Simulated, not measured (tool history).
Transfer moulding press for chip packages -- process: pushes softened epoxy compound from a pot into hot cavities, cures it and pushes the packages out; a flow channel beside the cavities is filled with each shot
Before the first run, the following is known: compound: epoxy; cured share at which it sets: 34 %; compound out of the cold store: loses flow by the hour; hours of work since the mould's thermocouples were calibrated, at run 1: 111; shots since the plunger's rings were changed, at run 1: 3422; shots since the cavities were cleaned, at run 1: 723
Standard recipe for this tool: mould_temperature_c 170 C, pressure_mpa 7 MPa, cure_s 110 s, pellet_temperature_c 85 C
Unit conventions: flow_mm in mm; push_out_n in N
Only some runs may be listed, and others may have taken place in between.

run,hour,mould_temperature_c,pressure_mpa,cure_s,pellet_temperature_c,hours of work since the mould's thermocouples were calibrated,shots since the plunger's rings were changed,shots since the cavities were cleaned,incoming compound's hours out of the cold store,flow_mm,push_out_n
1,0,170,7,110,85,111,3422,723,42.4,459,582
# hour 16: cavities cleaned with cleaning compound and waxed
2,27.9,170,7,110,85,123,3618,88,43.9,464,394
3,52.7,167,7,110,85,134,3802,272,22.4,485,579
4,75.7,170,7,95,85,144,3973,443,20.5,482,660
5,95.7,170,7,95,85,153,4122,592,45.4,452,682
6,123.6,170,7,119,85,166,4329,799,36.9,473,523
# hour 130.6: cavities cleaned with cleaning compound and waxed
7,138.5,170,7,119,85,172,4428,58,13.3,484,348
# hour 146: plunger's sealing rings changed
8,168.4,170,7,119,85,184,166,262,14.3,534,423
9,185.1,170,7,110,85,191,290,386,40.4,518,499
10,204.8,170,7,110,84,200,436,532,47.2,499,535
11,221.3,170,7,110,84,207,559,655,37,504,572
# hour 247.2: cavities cleaned with cleaning compound and waxed
12,254.3,170,7,110,84,221,792,52,9.6,526,392
13,284,170,7,110,84,234,1013,273,21.7,515,463
14,308,170,7,110,85,245,1192,452,29.5,510,520
15,325.4,171,5.66,110,85,253,1320,580,33.4,443,526
# hour 329: mould's thermocouples calibrated
16,346.2,166,5.66,110,90,8,1460,720,23.1,462,686
# hour 362.9: cavities cleaned with cleaning compound and waxed
17,377,170,5.66,126,90,21,1677,104,30.2,457,358
# hour 405.5: mould's thermocouples calibrated, once more
18,407.5,163,7,110,85,1,1889,316,21.5,520,765
19,436.9,176,7,110,85,14,2108,535,31.8,480,458
20,458.1,176,7,110,85,23,2265,692,36.3,470,486
# hour 479.7: cavities cleaned with cleaning compound and waxed
21,479.8,170,7.81,138,81,32,2415,1,30.6,525,302
22,493.7,170,6.72,107,85,38,2518,104,42.8,471,427
23,510.7,175,7.94,110,85,46,2644,230,39.8,505,384
24,535,176,7,110,94,57,2825,411,15.7,489,425
25,552.7,176,8.57,136,83,65,2956,542,29.7,523,424
26,573.1,176,8.57,136,83,74,3108,694,8.4,549,461
27,586.5,167,8.57,136,85,80,3207,793,22.7,563,523
# hour 593.4: cavities cleaned with cleaning compound and waxed
28,608.2,170,7,129,78,89,3357,110,15,494,346

How the hidden state differs across the entries between the runs, from the last listed run before each to the first after it:
Logged between run 1 and run 2: cavities cleaned with cleaning compound and waxed (hour 16)
  true mould temperature over the reading, C: 0.05 -> 0.06; pressure that reaches the compound, % of what is set: 85.6 -> 84.83; grip of the stained cavities, % over clean ones': 57.9 -> 12.3
  measured minus no-state result, flow_mm: -38 -> -40 mm; push_out_n: +214 -> +42 N
Logged between run 6 and run 7: cavities cleaned with cleaning compound and waxed (hour 130.6)
  true mould temperature over the reading, C: 0.11 -> 0.12; pressure that reaches the compound, % of what is set: 82.1 -> 81.67; grip of the stained cavities, % over clean ones': 63.2 -> 8.9
  measured minus no-state result, flow_mm: -49 -> -52 mm; push_out_n: +200 -> +27 N
Logged between run 7 and run 8: plunger's sealing rings changed (hour 146)
  true mould temperature over the reading, C: 0.12 -> 0.13; pressure that reaches the compound, % of what is set: 81.67 -> 98.67; grip of the stained cavities, % over clean ones': 8.9 -> 31.2
  measured minus no-state result, flow_mm: -52 -> -4 mm; push_out_n: +27 -> +100 N
Logged between run 11 and run 12: cavities cleaned with cleaning compound and waxed (hour 247.2)
  true mould temperature over the reading, C: 0.16 -> 0.18; pressure that reaches the compound, % of what is set: 97.11 -> 96.19; grip of the stained cavities, % over clean ones': 56.7 -> 8.1
  measured minus no-state result, flow_mm: -8 -> -11 mm; push_out_n: +203 -> +26 N
Logged between run 15 and run 16: mould's thermocouples calibrated (hour 329)
  true mould temperature over the reading, C: 0.22 -> 0.27; pressure that reaches the compound, % of what is set: 94.19 -> 93.67; grip of the stained cavities, % over clean ones': 53.6 -> 60.1
  measured minus no-state result, flow_mm: -14 -> -16 mm; push_out_n: +181 -> +252 N
Logged between run 16 and run 17: cavities cleaned with cleaning compound and waxed (hour 362.9)
  true mould temperature over the reading, C: 0.27 -> 0.28; pressure that reaches the compound, % of what is set: 93.67 -> 92.87; grip of the stained cavities, % over clean ones': 60.1 -> 15.6
  measured minus no-state result, flow_mm: -16 -> -17 mm; push_out_n: +252 -> +47 N
Logged between run 17 and run 18: mould's thermocouples calibrated, once more (hour 405.5)
  true mould temperature over the reading, C: 0.28 -> 0.27; pressure that reaches the compound, % of what is set: 92.87 -> 92.1; grip of the stained cavities, % over clean ones': 15.6 -> 37.1
  measured minus no-state result, flow_mm: -17 -> -22 mm; push_out_n: +47 -> +198 N
Logged between run 20 and run 21: cavities cleaned with cleaning compound and waxed (hour 479.7)
  true mould temperature over the reading, C: 0.29 -> 0.3; pressure that reaches the compound, % of what is set: 90.75 -> 90.16; grip of the stained cavities, % over clean ones': 60.1 -> 0.4
  measured minus no-state result, flow_mm: -24 -> -29 mm; push_out_n: +182 -> +0 N
Logged between run 27 and run 28: cavities cleaned with cleaning compound and waxed (hour 593.4)
  true mould temperature over the reading, C: 0.36 -> 0.37; pressure that reaches the compound, % of what is set: 87.05 -> 86.41; grip of the stained cavities, % over clean ones': 63.2 -> 15.4
  measured minus no-state result, flow_mm: -42 -> -39 mm; push_out_n: +199 -> +44 N
